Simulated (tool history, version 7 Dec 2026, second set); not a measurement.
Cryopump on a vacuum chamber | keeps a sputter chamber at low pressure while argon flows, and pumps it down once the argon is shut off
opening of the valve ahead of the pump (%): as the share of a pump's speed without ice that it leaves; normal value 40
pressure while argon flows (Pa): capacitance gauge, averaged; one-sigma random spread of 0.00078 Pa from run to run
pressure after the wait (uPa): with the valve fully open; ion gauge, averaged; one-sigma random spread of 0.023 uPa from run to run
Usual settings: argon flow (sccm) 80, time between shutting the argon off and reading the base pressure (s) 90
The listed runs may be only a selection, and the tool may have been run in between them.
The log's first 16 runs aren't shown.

| run | day | argon flow (sccm) | time between shutting the argon off and reading the base pressure (s) | opening of the valve ahead of the pump (%) | pressure while argon flows (Pa) | pressure after the wait (uPa) |
|---|---|---|---|---|---|---|
| 17 | 9.5 | 80 | 184 | 40 | 0.1581 | 0.98 |
| 18 | 9.971 | 80 | 184 | 24 | 0.26 | 0.98 |
| 19 | 10.342 | 145 | 49 | 51 | 0.2292 | 1.73 |
| 20 | 11.075 | 145 | 49 | 51 | 0.2272 | 1.75 |
| 21 | 11.9 | 34 | 118 | 53 | 0.0513 | 1.18 |
| 22 | 12.404 | 34 | 118 | 53 | 0.0512 | 1.17 |
| 23 | 12.938 | 80 | 48 | 34 | 0.1854 | 1.81 |
| 24 | 13.733 | 80 | 48 | 34 | 0.1848 | 1.8 |
| 25 | 14.133 | 80 | 48 | 34 | 0.1847 | 1.87 |
| 26 | 14.612 | 82 | 48 | 50 | 0.1324 | 1.83 |
| 27 | 15.388 | 82 | 48 | 50 | 0.1329 | 1.82 |
| 28 | 16.029 | 80 | 35 | 55 | 0.1178 | 2.26 |
| 29 | 16.675 | 44 | 34 | 55 | 0.0653 | 2.32 |
| 30 | 17.262 | 81 | 114 | 25 | 0.2542 | 1.28 |
| 31 | 17.692 | 84 | 66 | 34 | 0.1955 | 1.55 |
| 32 | 18.412 | 72 | 41 | 54 | 0.1079 | 2.11 |
| 33 | 19 | 72 | 41 | 54 | 0.1076 | 2.04 |
| 34 | 19.512 | 60 | 69 | 40 | 0.1207 | 1.56 |

Alternative continuations, all from the tool just after run 34; predict every row:
| A | 20.267 | 140 | 38 | 20 | ? | ? |
| B | 20.267 | 58 | 24 | 46 | ? | ? |
| C | 20.267 | 48 | 139 | 59 | ? | ? |

| run | pressure while argon flows (Pa) | pressure after the wait (uPa) |
|---|---|---|
| A | 0.5476 | 2.14 |
| B | 0.1029 | 3.05 |
| C | 0.066 | 1.22 |
Take away the tool's hidden state, keep each run's random variation, and the runs would have read:
| run | pressure while argon flows (Pa) | pressure after the wait (uPa) |
|---|---|---|
| A | 0.5291 | 1.41 |
| B | 0.0953 | 2.29 |
| C | 0.0598 | 0.49 |

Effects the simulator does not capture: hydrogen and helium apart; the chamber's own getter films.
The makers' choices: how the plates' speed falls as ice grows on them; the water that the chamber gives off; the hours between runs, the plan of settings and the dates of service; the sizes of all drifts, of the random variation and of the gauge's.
